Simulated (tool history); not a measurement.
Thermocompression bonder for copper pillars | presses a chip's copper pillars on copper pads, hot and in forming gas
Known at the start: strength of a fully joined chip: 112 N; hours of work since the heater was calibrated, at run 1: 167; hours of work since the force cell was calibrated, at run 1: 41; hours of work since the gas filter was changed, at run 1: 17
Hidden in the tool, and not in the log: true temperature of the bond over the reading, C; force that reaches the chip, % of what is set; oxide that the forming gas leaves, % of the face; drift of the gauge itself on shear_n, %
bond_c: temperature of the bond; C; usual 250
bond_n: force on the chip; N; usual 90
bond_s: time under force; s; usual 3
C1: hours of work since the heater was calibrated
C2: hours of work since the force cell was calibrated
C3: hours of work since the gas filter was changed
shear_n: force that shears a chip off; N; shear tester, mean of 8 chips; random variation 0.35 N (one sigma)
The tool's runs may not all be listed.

Run 1, hour 0: usual settings; C1 167; C2 41; C3 17. Result: shear_n 43.7 N.
Run 2, hour 10.8: usual settings; C1 176; C2 49; C3 25. Result: shear_n 44.5 N.
Run 3, hour 27.8: usual settings; C1 189; C2 63; C3 38. Result: shear_n 43.9 N.
Run 4, hour 43.8: usual settings; C1 202; C2 75; C3 51. Result: shear_n 44.1 N.
Run 5, hour 52.2: usual settings; C1 208; C2 82; C3 57. Result: shear_n 43.7 N.
Run 6, hour 60.2: usual settings; C1 214; C2 88; C3 64. Result: shear_n 43.5 N.
Run 7, hour 69.1: usual settings; C1 221; C2 95; C3 71. Result: shear_n 43.7 N.
Run 8, hour 87.1: usual settings; C1 235; C2 109; C3 85. Result: shear_n 44 N.
Run 9, hour 94.7: usual settings; C1 241; C2 115; C3 91. Result: shear_n 43 N.
Run 10, hour 103.1: usual settings; C1 248; C2 121; C3 97. Result: shear_n 43.4 N.
Run 11, hour 111.3: usual settings but bond_c 263 C; C1 254; C2 128; C3 103. Result: shear_n 51.1 N.
Run 12, hour 128.2: usual settings but bond_c 263 C; C1 267; C2 141; C3 117. Result: shear_n 51.8 N.
Run 13, hour 138.7: usual settings; C1 275; C2 149; C3 125. Result: shear_n 43.2 N.
Run 14, hour 147.5: usual settings but bond_n 61 N; C1 282; C2 156; C3 132. Result: shear_n 33.7 N.
Run 15, hour 162.9: usual settings but bond_n 61 N; C1 294; C2 168; C3 144. Result: shear_n 33.9 N.
Run 16, hour 172.7: usual settings but bond_n 61 N, bond_s 8 s; C1 302; C2 175; C3 151. Result: shear_n 49.9 N.
Run 17, hour 186.6: usual settings; C1 313; C2 186; C3 162. Result: shear_n 43.3 N.
Run 18, hour 203.6: usual settings but bond_n 131 N; C1 326; C2 199; C3 175. Result: shear_n 52.4 N.
Run 19, hour 219.3: usual settings but bond_n 64 N; C1 338; C2 212; C3 188. Result: shear_n 34.7 N.
Run 20, hour 230.9: usual settings but bond_n 64 N; C1 347; C2 221; C3 197. Result: shear_n 35 N.
Run 21, hour 249.8: usual settings but bond_c 259 C, bond_s 5 s; C1 362; C2 235; C3 211. Result: shear_n 56.6 N.
At hour 259.3: forming gas filter changed.
Run 22, hour 261.8: usual settings but bond_c 259 C, bond_s 5 s; C1 371; C2 244; C3 2. Result: shear_n 62 N.
Run 23, hour 277.9: usual settings but bond_n 76 N; C1 384; C2 257; C3 14. Result: shear_n 41.8 N.
Run 24, hour 286.3: usual settings but bond_n 76 N; C1 390; C2 263; C3 21. Result: shear_n 41.6 N.
Run 25, hour 294: usual settings but bond_n 62 N, bond_s 5 s; C1 396; C2 269; C3 27. Result: shear_n 45.3 N.
Run 26, hour 304.9: usual settings but bond_n 62 N, bond_s 5 s; C1 405; C2 278; C3 36. Result: shear_n 44.6 N.
Run 27, hour 316.6: usual settings but bond_n 92 N, bond_s 4 s; C1 414; C2 287; C3 45. Result: shear_n 51.7 N.
Run 28, hour 325.2: usual settings but bond_c 252 C, bond_n 80 N; C1 420; C2 294; C3 51. Result: shear_n 44.4 N.
Run 29, hour 333.5: usual settings but bond_c 257 C, bond_n 93 N; C1 427; C2 300; C3 58. Result: shear_n 51.1 N.
Run 30, hour 341.9: usual settings but bond_c 257 C, bond_n 93 N; C1 433; C2 307; C3 64. Result: shear_n 50.9 N.
Run 31, hour 356.8: usual settings but bond_s 6 s; C1 445; C2 318; C3 76. Result: shear_n 59.4 N.
Run 32, hour 372: usual settings but bond_c 238 C, bond_s 2 s; C1 457; C2 330; C3 88. Result: shear_n 32.8 N.
Run 33, hour 390.6: usual settings but bond_c 238 C, bond_n 68 N, bond_s 2 s; C1 471; C2 345; C3 102. Result: shear_n 26.9 N.
Run 34, hour 409.1: usual settings but bond_c 238 C, bond_n 68 N, bond_s 2 s; C1 486; C2 359; C3 117. Result: shear_n 27 N.

Forecast each of these 3 alternatives for the next run:
Run A, hour 424: usual settings but bond_c 239 C, bond_n 74 N, bond_s 6 s; C1 497; C2 371; C3 128. Result: shear_n ?.
Run B, hour 424: usual settings but bond_c 228 C, bond_s 5 s; C1 497; C2 371; C3 128. Result: shear_n ?.
Run C, hour 424: usual settings but bond_c 256 C, bond_n 91 N, bond_s 2 s; C1 497; C2 371; C3 128. Result: shear_n ?.

run  shear_n
  A     44.9
  B       40
  C     42.6
Without the tool's hidden state the same runs would have given:
run  shear_n
  A     41.7
  B     36.8
  C     39.8

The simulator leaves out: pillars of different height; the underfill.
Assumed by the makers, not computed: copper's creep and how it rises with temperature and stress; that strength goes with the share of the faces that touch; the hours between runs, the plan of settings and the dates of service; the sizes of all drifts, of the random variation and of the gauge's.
